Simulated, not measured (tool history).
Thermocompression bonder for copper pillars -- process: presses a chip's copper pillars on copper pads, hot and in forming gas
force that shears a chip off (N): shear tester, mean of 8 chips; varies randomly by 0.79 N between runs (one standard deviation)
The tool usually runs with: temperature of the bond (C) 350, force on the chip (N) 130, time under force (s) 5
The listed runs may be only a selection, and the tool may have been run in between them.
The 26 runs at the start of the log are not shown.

run,day,temperature of the bond (C),force on the chip (N),time under force (s),force that shears a chip off (N)
27,11.267,354,169,14,105.0
28,11.646,344,146,7,79.4
29,11.925,344,146,5,73.2
30,12.183,337,144,3,57.7
31,12.617,325,83,8,60.7
32,13.054,335,101,5,59.5
33,13.362,350,183,13,103.4
34,13.812,350,183,13,103.0
35,14.154,350,95,3,53.5
36,14.550,354,80,3,50.5

For run 37, what comes out?
37,15.004,354,80,3,?

{"run 37": {"force that shears a chip off (N)": 50.0}}
Had the tool carried no hidden state, the very same run would have given force that shears a chip off (N) 50.1.
